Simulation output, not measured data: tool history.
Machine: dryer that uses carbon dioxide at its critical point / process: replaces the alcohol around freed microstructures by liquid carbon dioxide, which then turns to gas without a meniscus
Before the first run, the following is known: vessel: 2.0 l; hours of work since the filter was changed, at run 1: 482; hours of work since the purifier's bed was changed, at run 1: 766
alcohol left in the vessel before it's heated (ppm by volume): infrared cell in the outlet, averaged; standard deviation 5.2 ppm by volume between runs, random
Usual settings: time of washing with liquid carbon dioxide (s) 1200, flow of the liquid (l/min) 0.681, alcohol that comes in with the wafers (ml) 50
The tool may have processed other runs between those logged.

run,hour,time of washing with liquid carbon dioxide (s),flow of the liquid (l/min),alcohol that comes in with the wafers (ml),hours of work since the filter was changed,hours of work since the purifier's bed was changed,alcohol left in the vessel before it's heated (ppm by volume)
1,0,1200,0.681,50,482,766,193
2,20.9,1200,0.681,50,498,783,191
3,36.9,1200,0.681,50,511,796,202
4,65.3,1200,0.681,28,534,818,126
# hour 72.7: inlet filter changed
5,82.5,1200,0.681,28,8,831,76
6,97,1200,0.681,28,19,843,82
7,109.5,1200,1.148,50,29,853,35
8,138.8,1200,1.148,50,53,876,25
9,158.6,900,0.689,50,68,892,410
10,171.9,900,0.689,50,79,902,413
11,200.1,1200,0.915,34,102,925,40
12,222.7,1200,0.915,34,120,943,48
13,241.3,1200,0.665,57,134,958,183
14,263.4,1200,1.014,57,152,975,45
15,280,1800,0.666,27,165,988,35
16,292.2,1800,0.666,27,175,998,30

Run by run, hidden condition taken away, random variation retained:
Unlogged tool condition in this case: flow that reaches the vessel past the clogged filter, %; alcohol in the recycled carbon dioxide, ppm; drift of the gauge itself on alcohol_ppm, %.
run,alcohol left in the vessel before it's heated (ppm by volume)
1,100
2,92
3,102
4,55
5,51
6,56
7,10
8,0
9,358
10,359
11,11
12,19
13,132
14,14
15,6
16,0
